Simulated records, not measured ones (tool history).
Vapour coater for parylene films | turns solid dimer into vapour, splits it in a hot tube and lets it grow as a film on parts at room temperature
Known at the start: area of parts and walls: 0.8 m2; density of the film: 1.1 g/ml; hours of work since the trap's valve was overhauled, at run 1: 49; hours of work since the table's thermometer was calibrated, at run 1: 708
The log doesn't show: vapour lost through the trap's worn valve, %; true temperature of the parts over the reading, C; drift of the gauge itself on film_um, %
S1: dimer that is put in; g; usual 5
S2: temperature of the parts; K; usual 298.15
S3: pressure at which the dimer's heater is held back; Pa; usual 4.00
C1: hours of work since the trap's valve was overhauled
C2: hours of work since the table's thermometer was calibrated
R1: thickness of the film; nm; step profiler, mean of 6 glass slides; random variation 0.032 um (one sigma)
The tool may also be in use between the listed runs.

run 1 hour=0.0 | S1=5 S2=298.15 S3=4.00 | C1=49 C2=708 | R1=3070
run 2 hour=11.5 | S1=5 S2=298.15 S3=4.00 | C1=59 C2=718 | R1=3070
run 3 hour=28.9 | S1=8 S2=298.15 S3=4.00 | C1=73 C2=732 | R1=4810
run 4 hour=48.5 | S1=5 S2=298.15 S3=4.00 | C1=89 C2=748 | R1=2960
run 5 hour=61.2 | S1=5 S2=298.15 S3=4.00 | C1=100 C2=759 | R1=3050
run 6 hour=71.2 | S1=5 S2=294.15 S3=4.00 | C1=108 C2=767 | R1=3430
run 7 hour=92.5 | S1=5 S2=294.15 S3=4.00 | C1=125 C2=784 | R1=3430
run 8 hour=103.7 | S1=5 S2=291.15 S3=4.00 | C1=135 C2=794 | R1=3720
run 9 hour=121.1 | S1=5 S2=291.15 S3=4.00 | C1=149 C2=808 | R1=3720
run 10 hour=141.6 | S1=5 S2=298.15 S3=4.00 | C1=166 C2=825 | R1=2970
run 11 hour=154.1 | S1=5 S2=292.15 S3=4.00 | C1=176 C2=835 | R1=3610
run 12 hour=175.7 | S1=5 S2=292.15 S3=4.00 | C1=194 C2=853 | R1=3590
run 13 hour=190.6 | S1=5 S2=310.15 S3=4.00 | C1=206 C2=865 | R1=2000
run 14 hour=207.6 | S1=5 S2=310.15 S3=4.00 | C1=220 C2=879 | R1=2040
run 15 hour=217.6 | S1=5 S2=310.15 S3=4.00 | C1=229 C2=887 | R1=2040
run 16 hour=227.3 | S1=5 S2=310.15 S3=4.00 | C1=237 C2=895 | R1=2010
run 17 hour=238.7 | S1=4 S2=298.15 S3=5.81 | C1=246 C2=905 | R1=2210
run 18 hour=250.8 | S1=4 S2=298.15 S3=5.81 | C1=256 C2=915 | R1=2210
run 19 hour=264.4 | S1=3 S2=295.15 S3=2.20 | C1=267 C2=926 | R1=2120
run 20 hour=273.5 | S1=3 S2=295.15 S3=2.20 | C1=275 C2=934 | R1=2040
run 21 hour=290.9 | S1=5 S2=290.15 S3=4.00 | C1=289 C2=948 | R1=3760
run 22 hour=309.1 | S1=2 S2=298.15 S3=4.00 | C1=304 C2=963 | R1=1130
run 23 hour=319.0 | S1=6 S2=298.15 S3=8.19 | C1=312 C2=971 | R1=3130
run 24 hour=338.3 | S1=5 S2=295.15 S3=2.24 | C1=328 C2=987 | R1=3430
run 25 hour=351.3 | S1=5 S2=295.15 S3=2.24 | C1=339 C2=998 | R1=3460
run 26 hour=371.6 | S1=5 S2=295.15 S3=2.24 | C1=355 C2=1014 | R1=3400
run 27 hour=382.3 | S1=5 S2=295.15 S3=2.24 | C1=364 C2=1023 | R1=3480
run 28 hour=396.3 | S1=7 S2=295.15 S3=2.24 | C1=376 C2=1035 | R1=4820
run 29 hour=414.2 | S1=6 S2=298.15 S3=4.00 | C1=391 C2=1049 | R1=3360
run 30 hour=434.0 | S1=6 S2=298.15 S3=4.00 | C1=407 C2=1066 | R1=3380
run 31 hour=453.6 | S1=5 S2=291.15 S3=5.44 | C1=423 C2=1082 | R1=3370
run 32 hour=464.1 | S1=6 S2=292.15 S3=4.00 | C1=432 C2=1091 | R1=4130

Forecast each of these 5 alternatives for the next run:
run A hour=473.5 | S1=3 S2=296.15 S3=5.73 | C1=439 C2=1098 | R1=?
run B hour=473.5 | S1=3 S2=298.15 S3=8.34 | C1=439 C2=1098 | R1=?
run C hour=473.5 | S1=3 S2=308.15 S3=6.73 | C1=439 C2=1098 | R1=?
run D hour=473.5 | S1=4 S2=298.15 S3=4.00 | C1=439 C2=1098 | R1=?
run E hour=473.5 | S1=2 S2=295.15 S3=3.64 | C1=439 C2=1098 | R1=?

run=A R1=1670
run=B R1=1500
run=C R1=1140
run=D R1=2230
run=E R1=1260
Without the tool's hidden state the same runs would have given:
run=A R1=1870
run=B R1=1680
run=C R1=1270
run=D R1=2490
run=E R1=1400
